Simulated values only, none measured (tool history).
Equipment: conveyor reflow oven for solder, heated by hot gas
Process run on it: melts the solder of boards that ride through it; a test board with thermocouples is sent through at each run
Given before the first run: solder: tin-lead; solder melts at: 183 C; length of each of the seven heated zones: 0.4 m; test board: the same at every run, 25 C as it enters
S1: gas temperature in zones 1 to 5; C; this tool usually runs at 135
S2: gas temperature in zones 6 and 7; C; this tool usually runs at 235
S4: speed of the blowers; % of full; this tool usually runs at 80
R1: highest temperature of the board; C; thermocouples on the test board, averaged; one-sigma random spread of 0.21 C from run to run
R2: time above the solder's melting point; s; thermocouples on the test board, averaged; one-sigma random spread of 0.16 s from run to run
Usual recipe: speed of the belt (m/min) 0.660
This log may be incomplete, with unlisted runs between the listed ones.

{"run": 1, "hour": 0.0, "S1": 135, "S2": 235, "speed of the belt (m/min)": 0.66, "S4": 80, "R1": 215.5, "R2": 51.2}
{"run": 2, "hour": 8.1, "S1": 135, "S2": 235, "speed of the belt (m/min)": 0.66, "S4": 80, "R1": 214.8, "R2": 51.2}
{"run": 3, "hour": 13.0, "S1": 135, "S2": 235, "speed of the belt (m/min)": 0.66, "S4": 80, "R1": 215.4, "R2": 51.0}
{"run": 4, "hour": 22.8, "S1": 135, "S2": 235, "speed of the belt (m/min)": 0.66, "S4": 80, "R1": 215.5, "R2": 51.1}
{"run": 5, "hour": 29.0, "S1": 135, "S2": 235, "speed of the belt (m/min)": 0.66, "S4": 80, "R1": 215.3, "R2": 51.2}
{"run": 6, "hour": 34.6, "S1": 135, "S2": 235, "speed of the belt (m/min)": 0.66, "S4": 80, "R1": 214.8, "R2": 51.2}
{"run": 7, "hour": 41.9, "S1": 135, "S2": 235, "speed of the belt (m/min)": 0.66, "S4": 80, "R1": 215.0, "R2": 51.0}
{"run": 8, "hour": 49.6, "S1": 135, "S2": 235, "speed of the belt (m/min)": 0.66, "S4": 80, "R1": 215.1, "R2": 51.0}
{"run": 9, "hour": 54.5, "S1": 135, "S2": 235, "speed of the belt (m/min)": 0.66, "S4": 84, "R1": 216.4, "R2": 51.9}
{"run": 10, "hour": 58.6, "S1": 135, "S2": 235, "speed of the belt (m/min)": 0.66, "S4": 84, "R1": 216.4, "R2": 51.6}
{"run": 11, "hour": 64.4, "S1": 135, "S2": 235, "speed of the belt (m/min)": 0.606, "S4": 80, "R1": 217.9, "R2": 58.9}
{"run": 12, "hour": 72.0, "S1": 135, "S2": 235, "speed of the belt (m/min)": 0.606, "S4": 80, "R1": 217.5, "R2": 58.5}
{"run": 13, "hour": 78.7, "S1": 135, "S2": 235, "speed of the belt (m/min)": 0.606, "S4": 80, "R1": 218.5, "R2": 58.5}
{"run": 14, "hour": 86.2, "S1": 135, "S2": 235, "speed of the belt (m/min)": 0.606, "S4": 80, "R1": 218.2, "R2": 58.4}
{"run": 15, "hour": 94.8, "S1": 135, "S2": 235, "speed of the belt (m/min)": 0.606, "S4": 80, "R1": 218.1, "R2": 58.6}
{"hour": 103.3, "done": "thermocouples of zones 6 and 7 changed"}
{"run": 16, "hour": 105.1, "S1": 135, "S2": 235, "speed of the belt (m/min)": 0.606, "S4": 80, "R1": 217.1, "R2": 57.7}
{"run": 17, "hour": 109.7, "S1": 135, "S2": 235, "speed of the belt (m/min)": 0.606, "S4": 80, "R1": 216.7, "R2": 57.6}
{"run": 18, "hour": 116.9, "S1": 135, "S2": 239, "speed of the belt (m/min)": 0.66, "S4": 74, "R1": 214.7, "R2": 50.8}
{"run": 19, "hour": 124.4, "S1": 135, "S2": 239, "speed of the belt (m/min)": 0.66, "S4": 74, "R1": 214.6, "R2": 50.6}
{"run": 20, "hour": 133.3, "S1": 135, "S2": 230, "speed of the belt (m/min)": 0.786, "S4": 74, "R1": 200.4, "R2": 28.7}
{"run": 21, "hour": 143.0, "S1": 123, "S2": 230, "speed of the belt (m/min)": 0.786, "S4": 74, "R1": 197.4, "R2": 22.2}
{"run": 22, "hour": 150.5, "S1": 132, "S2": 225, "speed of the belt (m/min)": 0.602, "S4": 74, "R1": 206.0, "R2": 46.0}
{"run": 23, "hour": 157.6, "S1": 132, "S2": 225, "speed of the belt (m/min)": 0.602, "S4": 74, "R1": 206.1, "R2": 46.0}
{"run": 24, "hour": 163.2, "S1": 132, "S2": 225, "speed of the belt (m/min)": 0.602, "S4": 74, "R1": 206.1, "R2": 46.2}
{"run": 25, "hour": 168.5, "S1": 132, "S2": 225, "speed of the belt (m/min)": 0.602, "S4": 74, "R1": 205.7, "R2": 46.2}
{"run": 26, "hour": 174.8, "S1": 132, "S2": 225, "speed of the belt (m/min)": 0.602, "S4": 74, "R1": 206.1, "R2": 46.4}
{"run": 27, "hour": 179.4, "S1": 132, "S2": 225, "speed of the belt (m/min)": 0.602, "S4": 74, "R1": 205.7, "R2": 45.9}
{"run": 28, "hour": 187.0, "S1": 132, "S2": 225, "speed of the belt (m/min)": 0.602, "S4": 74, "R1": 206.2, "R2": 45.8}
{"run": 29, "hour": 195.3, "S1": 132, "S2": 225, "speed of the belt (m/min)": 0.602, "S4": 74, "R1": 206.1, "R2": 46.0}
{"run": 30, "hour": 203.9, "S1": 135, "S2": 235, "speed of the belt (m/min)": 0.66, "S4": 76, "R1": 211.8, "R2": 48.1}
{"run": 31, "hour": 210.4, "S1": 131, "S2": 229, "speed of the belt (m/min)": 0.746, "S4": 80, "R1": 202.9, "R2": 32.6}

What if the next run were any one of these 4? Each begins from the tool's condition after run 31:
{"run": "A", "hour": 218.3, "S1": 131, "S2": 229, "speed of the belt (m/min)": 0.746, "S4": 58, "R1": "?", "R2": "?"}
{"run": "B", "hour": 218.3, "S1": 135, "S2": 235, "speed of the belt (m/min)": 0.589, "S4": 87, "R1": "?", "R2": "?"}
{"run": "C", "hour": 218.3, "S1": 131, "S2": 229, "speed of the belt (m/min)": 0.706, "S4": 80, "R1": "?", "R2": "?"}
{"run": "D", "hour": 218.3, "S1": 149, "S2": 241, "speed of the belt (m/min)": 0.746, "S4": 65, "R1": "?", "R2": "?"}

run=A R1=193.6 R2=18.4
run=B R1=219.2 R2=61.9
run=C R1=205.0 R2=37.1
run=D R1=211.3 R2=44.9
Stripped of hidden state, with their random variation kept, the same runs would have yielded:
run=A R1=196.2 R2=22.5
run=B R1=221.6 R2=64.1
run=C R1=208.0 R2=40.5
run=D R1=213.9 R2=47.5
